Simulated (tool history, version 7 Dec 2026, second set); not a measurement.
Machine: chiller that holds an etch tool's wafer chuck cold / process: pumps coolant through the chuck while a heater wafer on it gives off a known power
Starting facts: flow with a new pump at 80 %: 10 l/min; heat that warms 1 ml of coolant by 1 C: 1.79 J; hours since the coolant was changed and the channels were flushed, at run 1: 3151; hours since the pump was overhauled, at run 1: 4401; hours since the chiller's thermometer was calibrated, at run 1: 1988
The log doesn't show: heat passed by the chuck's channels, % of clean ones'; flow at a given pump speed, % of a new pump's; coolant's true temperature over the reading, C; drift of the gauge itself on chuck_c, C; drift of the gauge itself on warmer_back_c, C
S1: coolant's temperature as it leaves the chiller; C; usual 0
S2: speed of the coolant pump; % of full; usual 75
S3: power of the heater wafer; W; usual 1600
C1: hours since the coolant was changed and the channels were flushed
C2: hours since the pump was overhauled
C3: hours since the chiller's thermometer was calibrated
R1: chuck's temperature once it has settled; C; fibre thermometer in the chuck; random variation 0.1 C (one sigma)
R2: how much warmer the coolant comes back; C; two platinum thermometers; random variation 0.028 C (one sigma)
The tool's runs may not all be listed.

Run 1, day 0: usual settings; C1 3151; C2 4401; C3 1988. Result: R1 16.2 C, R2 5.75 C.
Run 2, day 3.458: usual settings; C1 3234; C2 4484; C3 2071. Result: R1 16.3 C, R2 5.78 C.
Run 3, day 6.017: usual settings; C1 3295; C2 4545; C3 2132. Result: R1 16.4 C, R2 5.73 C.
At day 7.562: chiller's thermometer calibrated.
Run 4, day 7.992: usual settings; C1 3342; C2 4592; C3 10. Result: R1 16.3 C, R2 5.69 C.
Run 5, day 9.492: usual settings; C1 3378; C2 4628; C3 46. Result: R1 16.4 C, R2 5.69 C.
Run 6, day 12.404: usual settings; C1 3448; C2 4697; C3 116. Result: R1 16.4 C, R2 5.65 C.
Run 7, day 15.608: usual settings but S3 1435 W; C1 3525; C2 4774; C3 193. Result: R1 14.6 C, R2 5.11 C.
Run 8, day 17.496: usual settings but S3 1138 W; C1 3570; C2 4820; C3 238. Result: R1 11.6 C, R2 4.07 C.
Run 9, day 20.45: usual settings but S3 1138 W; C1 3641; C2 4890; C3 309. Result: R1 11.5 C, R2 4.07 C.
Run 10, day 23.738: usual settings but S3 1138 W; C1 3720; C2 4969; C3 388. Result: R1 11.6 C, R2 4.01 C.
Run 11, day 25.262: usual settings but S1 -10 C, S3 1138 W; C1 3756; C2 5006; C3 425. Result: R1 1.6 C, R2 4.03 C.
Run 12, day 27.954: usual settings but S1 -10 C, S3 1138 W; C1 3821; C2 5071; C3 489. Result: R1 1.6 C, R2 4.01 C.
Run 13, day 29.629: usual settings but S2 89 % of full; C1 3861; C2 5111; C3 530. Result: R1 14.4 C, R2 4.71 C.
Run 14, day 31.108: usual settings but S2 89 % of full; C1 3897; C2 5146; C3 565. Result: R1 14.4 C, R2 4.77 C.
Run 15, day 34.058: usual settings but S1 -5 C; C1 3967; C2 5217; C3 636. Result: R1 11.4 C, R2 5.69 C.
Run 16, day 37.092: usual settings but S1 -5 C, S2 82 % of full; C1 4040; C2 5290; C3 709. Result: R1 10.1 C, R2 5.17 C.
Run 17, day 39.983: usual settings but S2 82 % of full; C1 4110; C2 5359; C3 778. Result: R1 15.1 C, R2 5.11 C.
Run 18, day 43.083: usual settings but S2 82 % of full; C1 4184; C2 5434; C3 852. Result: R1 15.3 C, R2 5.11 C.
Run 19, day 46.1: usual settings but S2 82 % of full; C1 4256; C2 5506; C3 925. Result: R1 15.3 C, R2 5.06 C.
Run 20, day 48.508: usual settings but S2 82 % of full; C1 4314; C2 5564; C3 983. Result: R1 15.3 C, R2 5.1 C.
Run 21, day 51.329: usual settings but S1 -8 C, S2 82 % of full, S3 2397 W; C1 4382; C2 5632; C3 1050. Result: R1 15 C, R2 7.7 C.
Run 22, day 54.262: usual settings but S1 -8 C, S2 82 % of full, S3 2397 W; C1 4452; C2 5702; C3 1121. Result: R1 14.9 C, R2 7.7 C.
Run 23, day 56.496: usual settings but S1 -8 C, S2 82 % of full, S3 2397 W; C1 4506; C2 5756; C3 1174. Result: R1 14.9 C, R2 7.74 C.
Run 24, day 58.858: usual settings but S1 -8 C; C1 4563; C2 5812; C3 1231. Result: R1 8.4 C, R2 5.61 C.
Run 25, day 61.183: usual settings but S3 1225 W; C1 4618; C2 5868; C3 1287. Result: R1 12.3 C, R2 4.24 C.
Run 26, day 63.688: usual settings but S1 2 C, S2 67 % of full, S3 1616 W; C1 4678; C2 5928; C3 1347. Result: R1 19.8 C, R2 6.38 C.
Run 27, day 66.25: usual settings but S3 1589 W; C1 4740; C2 5990; C3 1408. Result: R1 16.3 C, R2 5.56 C.
Run 28, day 68.908: usual settings but S2 74 % of full, S3 828 W; C1 4804; C2 6054; C3 1472. Result: R1 8.5 C, R2 2.8 C.
Run 29, day 72.292: usual settings but S1 3 C, S2 68 % of full, S3 874 W; C1 4885; C2 6135; C3 1553. Result: R1 12.5 C, R2 3.3 C.
Run 30, day 75.271: usual settings but S2 66 % of full, S3 1754 W; C1 4956; C2 6206; C3 1625. Result: R1 19.7 C, R2 7.03 C.
Run 31, day 77.404: usual settings but S1 -8 C, S2 71 % of full; C1 5008; C2 6257; C3 1676. Result: R1 9.1 C, R2 5.88 C.
Run 32, day 80.683: usual settings but S1 -5 C, S2 71 % of full, S3 907 W; C1 5086; C2 6336; C3 1755. Result: R1 4.7 C, R2 3.25 C.

Alternative continuations, all from the tool just after run 32; predict every row:
Run A, day 82.946: usual settings but S2 95 % of full, S3 936 W; C1 5141; C2 6390; C3 1809. Result: R1 ?, R2 ?.
Run B, day 82.946: usual settings but S1 -5 C, S3 1263 W; C1 5141; C2 6390; C3 1809. Result: R1 ?, R2 ?.
Run C, day 82.946: usual settings but S1 -3 C, S3 835 W; C1 5141; C2 6390; C3 1809. Result: R1 ?, R2 ?.
Run D, day 82.946: usual settings but S1 2 C, S2 86 % of full, S3 907 W; C1 5141; C2 6390; C3 1809. Result: R1 ?, R2 ?.

run    R1    R2
  A     8  2.37
  B   7.8  4.35
  C   5.6  2.75
  D  10.4  2.59
The same runs, with their run-to-run variation unchanged, on a tool lacking any hidden condition would have given:
run    R1    R2
  A     8   2.6
  B   7.7  4.58
  C   5.6  2.98
  D  10.4  2.82
